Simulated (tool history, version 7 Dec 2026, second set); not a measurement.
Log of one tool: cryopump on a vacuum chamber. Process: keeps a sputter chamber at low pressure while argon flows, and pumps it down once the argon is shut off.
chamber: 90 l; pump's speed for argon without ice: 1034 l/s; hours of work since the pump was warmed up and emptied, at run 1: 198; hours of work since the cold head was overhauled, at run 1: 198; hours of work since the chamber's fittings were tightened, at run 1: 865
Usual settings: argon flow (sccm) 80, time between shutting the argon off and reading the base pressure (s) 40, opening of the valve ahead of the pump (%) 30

| run | day | argon flow (sccm) | time between shutting the argon off and reading the base pressure (s) | opening of the valve ahead of the pump (%) | hours of work since the pump was warmed up and emptied | hours of work since the cold head was overhauled | hours of work since the chamber's fittings were tightened | pressure while argon flows (Pa) | pressure after the wait (uPa) |
|---|---|---|---|---|---|---|---|---|---|
| 1 | 0.000 | 80 | 40 | 30 | 198 | 198 | 865 | 0.4507 | 2.97 |
| 2 | 3.608 | 80 | 67 | 30 | 269 | 269 | 936 | 0.4553 | 2.51 |
| 3 | 5.812 | 80 | 65 | 30 | 312 | 312 | 980 | 0.4615 | 2.58 |
|  | 7.275 | pump warmed up, emptied and cooled again |
| 4 | 9.208 | 80 | 40 | 30 | 38 | 375 | 1043 | 0.4355 | 3.11 |
| 5 | 10.712 | 80 | 40 | 30 | 68 | 405 | 1072 | 0.4401 | 3.13 |
| 6 | 12.954 | 62 | 40 | 30 | 112 | 449 | 1117 | 0.3430 | 3.22 |
| 7 | 14.700 | 62 | 25 | 30 | 147 | 484 | 1151 | 0.3463 | 4.23 |
| 8 | 17.117 | 80 | 21 | 30 | 194 | 532 | 1199 | 0.4506 | 4.83 |
| 9 | 19.262 | 80 | 40 | 41 | 237 | 574 | 1241 | 0.3323 | 3.46 |
| 10 | 21.725 | 80 | 40 | 41 | 285 | 623 | 1290 | 0.3372 | 3.55 |
| 11 | 23.846 | 80 | 100 | 49 | 327 | 664 | 1332 | 0.2840 | 2.75 |
|  | 24.612 | pump warmed up, emptied and cooled again |
| 12 | 27.621 | 90 | 39 | 30 | 59 | 735 | 1402 | 0.4964 | 3.49 |
| 13 | 30.404 | 90 | 39 | 30 | 114 | 790 | 1457 | 0.4987 | 3.72 |
| 14 | 32.575 | 76 | 290 | 30 | 157 | 833 | 1500 | 0.4246 | 2.36 |
| 15 | 35.646 | 71 | 112 | 43 | 218 | 893 | 1561 | 0.2819 | 2.88 |
| 16 | 37.825 | 91 | 226 | 30 | 261 | 936 | 1604 | 0.5156 | 2.65 |
|  | 38.167 | leaking fittings of the chamber tightened, without venting |
| 17 | 40.754 | 91 | 226 | 30 | 317 | 993 | 51 | 0.5191 | 0.69 |
|  | 41.962 | pump warmed up, emptied and cooled again |
| 18 | 44.021 | 91 | 226 | 45 | 41 | 1053 | 112 | 0.3347 | 0.70 |
| 19 | 45.988 | 45 | 84 | 41 | 79 | 1092 | 150 | 0.1819 | 1.20 |
| 20 | 48.346 | 38 | 84 | 41 | 126 | 1138 | 197 | 0.1553 | 1.31 |

Some steps in pressure while argon flows (Pa) between neighbouring runs. How much of each would the tool show without its hidden state too (settings, what came in, random variation), and how much is left for the hidden state, with any gauge scatter that isn't in both results?
The hidden state here: pump's speed, % of a pump's without ice; cold plate's temperature, K; leak into the chamber, uPa l/s; drift of the gauge itself on working_pa, %; drift of the gauge itself on base_upa, %.
Run 3 -> 4: time between shutting the argon off and reading the base pressure (s) 65 -> 40, pump warmed up, emptied and cooled again. pressure while argon flows (Pa) -0.0260: hidden state -0.0195, all else -0.0065.
Run 11 -> 12: argon flow (sccm) 80 -> 90, time between shutting the argon off and reading the base pressure (s) 100 -> 39, opening of the valve ahead of the pump (%) 49 -> 30, pump warmed up, emptied and cooled again. pressure while argon flows (Pa) +0.2124: hidden state -0.0149, all else +0.2273.
Run 15 -> 16: argon flow (sccm) 71 -> 91, time between shutting the argon off and reading the base pressure (s) 112 -> 226, opening of the valve ahead of the pump (%) 43 -> 30. pressure while argon flows (Pa) +0.2337: hidden state +0.0067, all else +0.2270.
Run 17 -> 18: opening of the valve ahead of the pump (%) 30 -> 45, pump warmed up, emptied and cooled again. pressure while argon flows (Pa) -0.1844: hidden state -0.0185, all else -0.1659.
